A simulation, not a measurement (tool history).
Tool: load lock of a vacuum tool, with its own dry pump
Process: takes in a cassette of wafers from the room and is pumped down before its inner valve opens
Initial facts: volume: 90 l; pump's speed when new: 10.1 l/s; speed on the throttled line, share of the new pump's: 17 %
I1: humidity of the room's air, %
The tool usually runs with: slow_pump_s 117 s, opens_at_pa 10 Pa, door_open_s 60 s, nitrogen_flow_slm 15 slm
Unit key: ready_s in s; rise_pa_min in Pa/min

{"run": 1, "day": 0.0, "slow_pump_s": 117, "opens_at_pa": 10, "door_open_s": 60, "nitrogen_flow_slm": 15, "I1": 47.1, "ready_s": 180, "rise_pa_min": 0.043}
{"run": 2, "day": 13.362, "slow_pump_s": 117, "opens_at_pa": 10, "door_open_s": 60, "nitrogen_flow_slm": 15, "I1": 44.7, "ready_s": 180.6, "rise_pa_min": 0.038}
{"run": 3, "day": 24.275, "slow_pump_s": 117, "opens_at_pa": 10, "door_open_s": 60, "nitrogen_flow_slm": 15, "I1": 44.7, "ready_s": 180.6, "rise_pa_min": 0.047}
{"run": 4, "day": 41.829, "slow_pump_s": 117, "opens_at_pa": 10, "door_open_s": 72, "nitrogen_flow_slm": 15, "I1": 44.7, "ready_s": 180.4, "rise_pa_min": 0.051}
{"run": 5, "day": 55.529, "slow_pump_s": 117, "opens_at_pa": 10, "door_open_s": 72, "nitrogen_flow_slm": 15, "I1": 42.9, "ready_s": 180.6, "rise_pa_min": 0.047}
{"run": 6, "day": 65.808, "slow_pump_s": 121, "opens_at_pa": 10, "door_open_s": 60, "nitrogen_flow_slm": 15, "I1": 41.9, "ready_s": 183.8, "rise_pa_min": 0.04}
{"run": 7, "day": 83.146, "slow_pump_s": 117, "opens_at_pa": 10, "door_open_s": 116, "nitrogen_flow_slm": 15, "I1": 44.4, "ready_s": 180.5, "rise_pa_min": 0.063}
{"run": 8, "day": 90.796, "slow_pump_s": 117, "opens_at_pa": 10, "door_open_s": 60, "nitrogen_flow_slm": 15, "I1": 46.4, "ready_s": 179.9, "rise_pa_min": 0.043}
{"run": 9, "day": 104.154, "slow_pump_s": 117, "opens_at_pa": 10, "door_open_s": 60, "nitrogen_flow_slm": 15, "I1": 48.2, "ready_s": 179.8, "rise_pa_min": 0.049}
{"run": 10, "day": 112.288, "slow_pump_s": 117, "opens_at_pa": 10, "door_open_s": 32, "nitrogen_flow_slm": 15, "I1": 46.1, "ready_s": 179.6, "rise_pa_min": 0.03}
{"run": 11, "day": 122.729, "slow_pump_s": 117, "opens_at_pa": 10, "door_open_s": 32, "nitrogen_flow_slm": 15, "I1": 45.6, "ready_s": 180.5, "rise_pa_min": 0.029}
{"run": 12, "day": 138.454, "slow_pump_s": 117, "opens_at_pa": 10, "door_open_s": 60, "nitrogen_flow_slm": 15, "I1": 46.2, "ready_s": 180.2, "rise_pa_min": 0.044}
{"run": 13, "day": 147.529, "slow_pump_s": 117, "opens_at_pa": 10, "door_open_s": 60, "nitrogen_flow_slm": 15, "I1": 46.5, "ready_s": 179.9, "rise_pa_min": 0.043}
{"run": 14, "day": 160.217, "slow_pump_s": 117, "opens_at_pa": 10, "door_open_s": 60, "nitrogen_flow_slm": 15, "I1": 43.1, "ready_s": 181.2, "rise_pa_min": 0.046}
{"run": 15, "day": 177.146, "slow_pump_s": 117, "opens_at_pa": 10, "door_open_s": 60, "nitrogen_flow_slm": 15, "I1": 46, "ready_s": 180.1, "rise_pa_min": 0.047}
{"run": 16, "day": 191.062, "slow_pump_s": 117, "opens_at_pa": 9, "door_open_s": 60, "nitrogen_flow_slm": 15, "I1": 45, "ready_s": 181.8, "rise_pa_min": 0.046}
{"run": 17, "day": 200.183, "slow_pump_s": 117, "opens_at_pa": 9, "door_open_s": 60, "nitrogen_flow_slm": 15, "I1": 46.4, "ready_s": 181.1, "rise_pa_min": 0.043}
{"run": 18, "day": 211.358, "slow_pump_s": 117, "opens_at_pa": 10, "door_open_s": 60, "nitrogen_flow_slm": 9, "I1": 43.6, "ready_s": 181.1, "rise_pa_min": 0.052}
{"run": 19, "day": 228.25, "slow_pump_s": 117, "opens_at_pa": 10, "door_open_s": 60, "nitrogen_flow_slm": 9, "I1": 43.7, "ready_s": 179.2, "rise_pa_min": 0.047}
{"run": 20, "day": 245.158, "slow_pump_s": 202, "opens_at_pa": 12, "door_open_s": 79, "nitrogen_flow_slm": 13, "I1": 44.5, "ready_s": 249.5, "rise_pa_min": 0.054}
{"run": 21, "day": 253.433, "slow_pump_s": 228, "opens_at_pa": 17, "door_open_s": 205, "nitrogen_flow_slm": 8, "I1": 46.2, "ready_s": 268.6, "rise_pa_min": 0.133}
{"run": 22, "day": 261.779, "slow_pump_s": 228, "opens_at_pa": 17, "door_open_s": 205, "nitrogen_flow_slm": 8, "I1": 41.6, "ready_s": 268.5, "rise_pa_min": 0.114}
{"run": 23, "day": 279.288, "slow_pump_s": 89, "opens_at_pa": 18, "door_open_s": 67, "nitrogen_flow_slm": 23, "I1": 47.5, "ready_s": 151.9, "rise_pa_min": 0.046}
{"run": 24, "day": 286.542, "slow_pump_s": 89, "opens_at_pa": 9, "door_open_s": 56, "nitrogen_flow_slm": 23, "I1": 43.2, "ready_s": 158, "rise_pa_min": 0.037}
{"run": 25, "day": 299.538, "slow_pump_s": 144, "opens_at_pa": 10, "door_open_s": 60, "nitrogen_flow_slm": 15, "I1": 42.4, "ready_s": 201.9, "rise_pa_min": 0.04}
{"run": 26, "day": 306.779, "slow_pump_s": 117, "opens_at_pa": 9, "door_open_s": 60, "nitrogen_flow_slm": 8, "I1": 42.9, "ready_s": 181.1, "rise_pa_min": 0.051}
{"run": 27, "day": 319.225, "slow_pump_s": 117, "opens_at_pa": 9, "door_open_s": 60, "nitrogen_flow_slm": 8, "I1": 46.3, "ready_s": 182, "rise_pa_min": 0.056}
{"run": 28, "day": 333.975, "slow_pump_s": 207, "opens_at_pa": 9, "door_open_s": 55, "nitrogen_flow_slm": 25, "I1": 42.4, "ready_s": 256.6, "rise_pa_min": 0.033}
{"run": 29, "day": 342.533, "slow_pump_s": 117, "opens_at_pa": 10, "door_open_s": 129, "nitrogen_flow_slm": 15, "I1": 40.5, "ready_s": 179.9, "rise_pa_min": 0.068}
{"run": 30, "day": 355.038, "slow_pump_s": 117, "opens_at_pa": 10, "door_open_s": 129, "nitrogen_flow_slm": 15, "I1": 46.3, "ready_s": 180.6, "rise_pa_min": 0.074}
{"run": 31, "day": 365.262, "slow_pump_s": 117, "opens_at_pa": 10, "door_open_s": 129, "nitrogen_flow_slm": 15, "I1": 45.4, "ready_s": 181, "rise_pa_min": 0.077}
{"run": 32, "day": 372.579, "slow_pump_s": 157, "opens_at_pa": 18, "door_open_s": 129, "nitrogen_flow_slm": 15, "I1": 44, "ready_s": 207.9, "rise_pa_min": 0.073}
{"run": 33, "day": 387.021, "slow_pump_s": 157, "opens_at_pa": 18, "door_open_s": 129, "nitrogen_flow_slm": 15, "I1": 50.8, "ready_s": 208.8, "rise_pa_min": 0.085}
{"day": 388.404, "done": "door's seal changed, seat wiped"}
{"run": 34, "day": 397.721, "slow_pump_s": 150, "opens_at_pa": 8, "door_open_s": 114, "nitrogen_flow_slm": 8, "I1": 44.8, "ready_s": 209.4, "rise_pa_min": 0.082}
{"run": 35, "day": 405.571, "slow_pump_s": 131, "opens_at_pa": 8, "door_open_s": 114, "nitrogen_flow_slm": 10, "I1": 44.4, "ready_s": 193.8, "rise_pa_min": 0.074}
{"run": 36, "day": 418.562, "slow_pump_s": 117, "opens_at_pa": 10, "door_open_s": 78, "nitrogen_flow_slm": 15, "I1": 48.7, "ready_s": 179.2, "rise_pa_min": 0.051}
{"run": 37, "day": 435.379, "slow_pump_s": 117, "opens_at_pa": 10, "door_open_s": 78, "nitrogen_flow_slm": 15, "I1": 45.5, "ready_s": 180.8, "rise_pa_min": 0.053}
{"run": 38, "day": 442.675, "slow_pump_s": 117, "opens_at_pa": 13, "door_open_s": 63, "nitrogen_flow_slm": 24, "I1": 45.4, "ready_s": 178.2, "rise_pa_min": 0.039}

Forecast each of these 3 alternatives for the next run:
{"run": "A", "day": 458.829, "slow_pump_s": 117, "opens_at_pa": 17, "door_open_s": 60, "nitrogen_flow_slm": 5, "I1": 46, "ready_s": "?", "rise_pa_min": "?"}
{"run": "B", "day": 458.829, "slow_pump_s": 117, "opens_at_pa": 13, "door_open_s": 93, "nitrogen_flow_slm": 15, "I1": 44.8, "ready_s": "?", "rise_pa_min": "?"}
{"run": "C", "day": 458.829, "slow_pump_s": 117, "opens_at_pa": 13, "door_open_s": 28, "nitrogen_flow_slm": 24, "I1": 47.9, "ready_s": "?", "rise_pa_min": "?"}

run=A ready_s=175 rise_pa_min=0.058
run=B ready_s=178 rise_pa_min=0.057
run=C ready_s=178.3 rise_pa_min=0.025
Had the tool no hidden state, the same runs would have come out as:
run=A ready_s=174.9 rise_pa_min=0.058
run=B ready_s=177.9 rise_pa_min=0.057
run=C ready_s=178.2 rise_pa_min=0.025
